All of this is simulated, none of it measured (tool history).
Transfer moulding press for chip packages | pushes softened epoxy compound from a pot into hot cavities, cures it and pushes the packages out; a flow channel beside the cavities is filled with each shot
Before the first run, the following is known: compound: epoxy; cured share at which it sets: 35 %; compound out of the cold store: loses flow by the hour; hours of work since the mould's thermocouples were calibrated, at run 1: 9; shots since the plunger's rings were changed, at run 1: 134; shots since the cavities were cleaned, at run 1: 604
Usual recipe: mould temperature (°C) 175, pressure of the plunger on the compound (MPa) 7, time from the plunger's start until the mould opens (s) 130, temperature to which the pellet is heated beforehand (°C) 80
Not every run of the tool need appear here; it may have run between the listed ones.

run,hour,mould temperature (°C),pressure of the plunger on the compound (MPa),time from the plunger's start until the mould opens (s),temperature to which the pellet is heated beforehand (°C),hours of work since the mould's thermocouples were calibrated,shots since the plunger's rings were changed,shots since the cavities were cleaned,incoming compound's hours out of the cold store,length that the compound runs in the flow channel (mm),greatest force on the pins that push the packages out (N)
1,0,175,7,130,80,9,134,604,34.6,840,578
2,13.7,175,7,130,80,15,223,693,18.8,905,607
3,21.5,176,7,130,80,19,273,743,42.3,809,597
4,37.3,175,7,130,80,26,375,845,30.7,856,604
5,47.1,175,7,130,80,31,439,909,34.3,845,638
6,55.3,175,7,130,80,35,492,962,31.6,852,611
# hour 58.2: mould's thermocouples calibrated
7,71.6,182,7,130,80,6,585,1055,9,934,606
# hour 82.3: cavities cleaned with cleaning compound and waxed
8,82.3,175,7,130,73,11,644,0,43.2,810,394
9,97.8,175,7,130,80,18,745,101,22.9,886,425
10,113.4,175,8.17,130,80,25,846,202,9.9,1020,463
11,129.8,175,7.64,139,80,33,952,308,14.4,970,483
# hour 134.5: mould's thermocouples calibrated, once more
12,149.6,175,7.64,139,80,7,1067,423,33.9,879,511
13,165.4,175,7.64,139,80,15,1169,525,39.2,852,547
14,174.3,181,6.47,117,71,19,1227,583,13.4,877,549
15,188.6,169,5.24,149,73,25,1319,675,47.5,691,588
16,203.8,169,5.24,149,73,33,1418,774,43.6,703,639
17,220.7,180,8.12,149,73,41,1527,883,42.6,853,593
18,234.4,171,7.08,145,80,47,1616,972,37.7,835,632

What differs in the tool's unlogged condition from the final listed run ahead of each entry between runs to the first listed run following it?
Runs 6 to 7: mould's thermocouples calibrated (hour 58.2)
  true mould temperature over the reading, C: -0.12 -> -0.15; pressure that reaches the compound, % of what is set: 98.25 -> 98.12; grip of the stained cavities, % over clean ones': 68.8 -> 72.3
  measured result minus the result with no hidden state, length that the compound runs in the flow channel (mm): -8 -> -9; greatest force on the pins that push the packages out (N): +250 -> +255
Runs 7 to 8: cavities cleaned with cleaning compound and waxed (hour 82.3)
  pressure that reaches the compound, % of what is set: 98.12 -> 98.04; grip of the stained cavities, % over clean ones': 72.3 -> 1.6
  measured result minus the result with no hidden state, length that the compound runs in the flow channel (mm): -9 -> -7; greatest force on the pins that push the packages out (N): +255 -> +8
Runs 11 to 12: mould's thermocouples calibrated, once more (hour 134.5)
  true mould temperature over the reading, C: -0.17 -> 0.22; pressure that reaches the compound, % of what is set: 97.64 -> 97.48; grip of the stained cavities, % over clean ones': 32.9 -> 41.5
  measured result minus the result with no hidden state, length that the compound runs in the flow channel (mm): -11 -> -11; greatest force on the pins that push the packages out (N): +121 -> +149
